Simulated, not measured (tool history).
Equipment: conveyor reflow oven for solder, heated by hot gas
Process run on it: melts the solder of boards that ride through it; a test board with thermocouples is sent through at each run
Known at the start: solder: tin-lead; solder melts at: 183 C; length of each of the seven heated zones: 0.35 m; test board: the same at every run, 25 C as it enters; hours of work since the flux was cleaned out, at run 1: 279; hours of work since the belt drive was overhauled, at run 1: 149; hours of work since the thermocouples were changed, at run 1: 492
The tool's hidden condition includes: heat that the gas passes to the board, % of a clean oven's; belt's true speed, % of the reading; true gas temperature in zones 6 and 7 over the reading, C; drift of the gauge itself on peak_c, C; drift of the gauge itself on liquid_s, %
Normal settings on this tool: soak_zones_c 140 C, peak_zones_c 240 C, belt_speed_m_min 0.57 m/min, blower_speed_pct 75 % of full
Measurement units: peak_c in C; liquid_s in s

run	hour	soak_zones_c	peak_zones_c	belt_speed_m_min	blower_speed_pct	hours of work since the flux was cleaned out	hours of work since the belt drive was overhauled	hours of work since the thermocouples were changed	peak_c	liquid_s
1	0	140	240	0.57	75	279	149	492	223.3	60
2	34.3	140	240	0.57	75	299	168	512	223	59.8
# hour 77: thermocouples of zones 6 and 7 changed
3	82	140	240	0.57	75	326	195	3	222	59.2
4	134.2	140	240	0.57	75	356	225	33	221.9	59.2
5	163.3	140	240	0.57	75	373	242	50	221.8	59.2
6	215.8	140	240	0.57	75	404	273	81	221.7	59.1
# hour 222.8: belt drive overhauled, speed set with a stopwatch
# hour 253.4: flux residue cleaned out of gas plates and filters
7	276.5	140	240	0.57	75	13	28	111	224.6	61.1
8	307.9	140	240	0.57	75	32	47	129	224.5	61.2
# hour 346.1: belt drive overhauled, speed set with a stopwatch, once more
9	354.5	140	239	0.57	75	56	5	154	223.8	60.3
10	385.4	140	240	0.57	75	74	23	172	224.1	60.5
11	418.8	140	240	0.57	75	94	42	191	224.4	60.6
12	454.8	140	240	0.57	83	115	63	212	224.8	61.2
13	484.5	151	244	0.604	64	132	80	229	225.9	61.5
14	511.1	140	240	0.679	75	147	96	245	217.2	46.4
15	551.2	155	229	0.64	75	171	119	268	213.6	52.3
16	591.2	140	240	0.631	62	194	142	291	217.7	50
17	645.5	140	241	0.631	73	225	174	323	220.5	52.2
18	696.5	153	240	0.57	75	255	203	352	225.9	66.5
19	731.4	153	240	0.57	75	275	224	372	225.5	66.2

Difference, measured minus no-hidden-state, one row per run. Run-to-run variation is common to both terms; the gauge's own scatter need not be:
run	peak_c	liquid_s
1	-1.4	-1.1
2	-1.5	-1
3	-2.5	-1.7
4	-2.6	-1.8
5	-2.7	-1.8
6	-2.8	-1.9
7	-0.1	+0.2
8	-0.1	+0.1
9	-0.4	-0.2
10	-0.4	-0.3
11	-0.5	-0.3
12	-0.6	-0.4
13	-0.6	-0.3
14	-1	-0.7
15	-0.8	-0.7
16	-1.1	-0.8
17	-1.3	-0.9
18	-1	-0.5
19	-1.1	-0.6
